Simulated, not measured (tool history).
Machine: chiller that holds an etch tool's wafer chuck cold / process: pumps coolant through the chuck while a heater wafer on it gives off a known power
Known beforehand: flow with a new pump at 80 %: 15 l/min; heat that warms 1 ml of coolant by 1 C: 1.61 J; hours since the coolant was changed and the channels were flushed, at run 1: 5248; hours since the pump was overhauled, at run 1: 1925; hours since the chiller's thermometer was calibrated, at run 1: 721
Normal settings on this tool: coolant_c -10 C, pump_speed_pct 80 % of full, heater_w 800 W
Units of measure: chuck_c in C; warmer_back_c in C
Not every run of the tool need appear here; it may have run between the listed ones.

run	hour	coolant_c	pump_speed_pct	heater_w	hours since the coolant was changed and the channels were flushed	hours since the pump was overhauled	hours since the chiller's thermometer was calibrated	chuck_c	warmer_back_c
1	0.0	-10	80	800	5248	1925	721	-4.84	2.007
2	28.0	-10	61	800	5276	1953	749	-3.76	2.590
3	58.5	-10	61	800	5306	1983	779	-3.76	2.577
4	110.5	-10	61	800	5358	2036	831	-3.74	2.595
5	158.2	-10	61	800	5406	2083	879	-3.77	2.583
6	208.6	-4	80	800	5456	2134	929	1.21	1.991
7	258.3	-10	80	800	5506	2183	979	-4.77	1.993
8	306.2	-10	80	800	5554	2231	1027	-4.80	2.002
9	337.2	-10	80	800	5585	2262	1058	-4.77	1.991
10	365.0	-10	80	800	5613	2290	1086	-4.78	2.002
11	386.8	-10	80	800	5634	2312	1107	-4.78	2.004
12	416.8	-10	80	800	5664	2342	1138	-4.78	1.979
13	469.2	-10	80	800	5717	2394	1190	-4.80	1.987
14	514.0	-10	80	800	5761	2439	1235	-4.78	1.989
15	551.4	-10	80	800	5799	2476	1272	-4.79	1.982
16	585.9	-10	80	800	5833	2511	1307	-4.84	1.983
17	618.6	-10	80	800	5866	2544	1339	-4.77	2.000
18	664.1	-10	80	800	5912	2589	1385	-4.81	1.995
19	693.8	-10	80	800	5941	2619	1415	-4.80	1.995
20	741.3	-10	80	800	5989	2666	1462	-4.83	1.996
21	764.7	-15	61	800	6012	2690	1485	-8.78	2.589
22	792.3	-15	61	800	6040	2717	1513	-8.78	2.583
23	823.0	-14	95	800	6071	2748	1544	-9.38	1.690
24	875.8	-7	88	975	6123	2801	1597	-1.03	2.234
25	924.3	-7	88	975	6172	2849	1645	-1.02	2.218
26	962.3	-13	80	800	6210	2887	1683	-7.78	1.993
27	986.6	-13	80	800	6234	2912	1707	-7.80	2.012
28	1019.8	-7	80	993	6267	2945	1741	-0.55	2.465
29	1072.5	-7	81	993	6320	2997	1793	-0.64	2.438
30	1103.1	-7	81	993	6351	3028	1824	-0.57	2.430
31	1130.0	-1	80	436	6377	3055	1851	1.82	1.095

3 ways to go on from here, each from the tool as it stands after run 31. What would each give?
A	1179.1	-10	80	685	6427	3104	1900	?	?
B	1179.1	-5	86	1105	6427	3104	1900	?	?
C	1179.1	-15	80	800	6427	3104	1900	?	?

run	chuck_c	warmer_back_c
A	-5.56	1.702
B	1.88	2.563
C	-9.78	1.987
Stripped of hidden state, with their random variation kept, the same runs would have yielded:
run	chuck_c	warmer_back_c
A	-5.56	1.701
B	1.87	2.561
C	-9.79	1.986
